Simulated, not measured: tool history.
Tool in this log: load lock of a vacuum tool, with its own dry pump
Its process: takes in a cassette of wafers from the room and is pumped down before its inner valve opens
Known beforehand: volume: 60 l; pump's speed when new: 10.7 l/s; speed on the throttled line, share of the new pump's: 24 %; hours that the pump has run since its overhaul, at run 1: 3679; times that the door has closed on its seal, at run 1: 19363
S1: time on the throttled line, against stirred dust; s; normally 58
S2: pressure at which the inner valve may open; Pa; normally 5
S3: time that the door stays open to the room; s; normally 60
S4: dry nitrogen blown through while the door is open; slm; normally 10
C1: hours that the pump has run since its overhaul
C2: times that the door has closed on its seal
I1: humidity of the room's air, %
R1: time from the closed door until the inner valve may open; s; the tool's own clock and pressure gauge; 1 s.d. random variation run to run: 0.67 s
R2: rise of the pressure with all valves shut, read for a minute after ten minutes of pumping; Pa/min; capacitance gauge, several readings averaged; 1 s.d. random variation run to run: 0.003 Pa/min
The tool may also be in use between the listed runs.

Run 1, hour 0.0: usual settings; C1 3679; C2 19363; I1 42.5. Result: R1 103.0 s, R2 0.351 Pa/min.
Run 2, hour 245.0: usual settings; C1 3924; C2 20150; I1 42.8. Result: R1 102.9 s, R2 0.373 Pa/min.
Run 3, hour 565.0: usual settings; C1 4244; C2 21177; I1 49.7. Result: R1 103.6 s, R2 0.402 Pa/min.
Run 4, hour 807.7: usual settings; C1 4487; C2 21956; I1 44.8. Result: R1 103.8 s, R2 0.416 Pa/min.
Run 5, hour 1130.5: usual settings but S3 147 s; C1 4810; C2 22992; I1 42.5. Result: R1 102.7 s, R2 0.455 Pa/min.
Run 6, hour 1393.0: usual settings but S3 147 s, S4 11 slm; C1 5072; C2 23834; I1 44.1. Result: R1 105.3 s, R2 0.487 Pa/min.
Run 7, hour 1602.0: usual settings but S3 147 s, S4 11 slm; C1 5281; C2 24505; I1 45.6. Result: R1 104.0 s, R2 0.508 Pa/min.
Run 8, hour 1913.9: usual settings but S3 147 s, S4 11 slm; C1 5593; C2 25507; I1 45.3. Result: R1 102.3 s, R2 0.524 Pa/min.
Run 9, hour 2230.7: usual settings but S2 6 Pa, S3 147 s, S4 11 slm; C1 5910; C2 26523; I1 47.0. Result: R1 103.5 s, R2 0.556 Pa/min.
Run 10, hour 2483.2: usual settings but S2 7 Pa, S3 147 s, S4 11 slm; C1 6162; C2 27334; I1 45.1. Result: R1 101.7 s, R2 0.581 Pa/min.
Run 11, hour 2635.1: usual settings but S2 7 Pa, S3 147 s, S4 11 slm; C1 6314; C2 27821; I1 47.5. Result: R1 102.0 s, R2 0.609 Pa/min.
Run 12, hour 2921.8: usual settings but S3 82 s; C1 6601; C2 28741; I1 49.1. Result: R1 104.4 s, R2 0.628 Pa/min.
Run 13, hour 3243.1: usual settings but S3 82 s, S4 26 slm; C1 6922; C2 29773; I1 45.6. Result: R1 104.3 s, R2 0.639 Pa/min.
Run 14, hour 3556.9: usual settings but S1 32 s, S3 91 s, S4 12 slm; C1 7236; C2 30780; I1 40.3. Result: R1 86.9 s, R2 0.679 Pa/min.
At hour 3576.7: door's seal changed, seat wiped.
Run 15, hour 3746.6: usual settings but S1 41 s, S2 8 Pa, S4 9 slm; C1 7424; C2 545; I1 41.6. Result: R1 89.3 s, R2 0.036 Pa/min.
Run 16, hour 3983.9: usual settings but S1 41 s, S2 8 Pa, S4 9 slm; C1 7661; C2 1307; I1 44.7. Result: R1 89.6 s, R2 0.046 Pa/min.

The next listed run, before its measurement:
Run 17, hour 4172.2: usual settings but S1 41 s, S2 8 Pa, S4 9 slm; C1 7850; C2 1911; I1 45.5. Result: R1 ?, R2 ?.

For run 17 the tool returned R1 90.5 s, R2 0.059 Pa/min.
The same run, on a tool lacking any hidden state, would have yielded R1 85.1 s, R2 0.043 Pa/min.
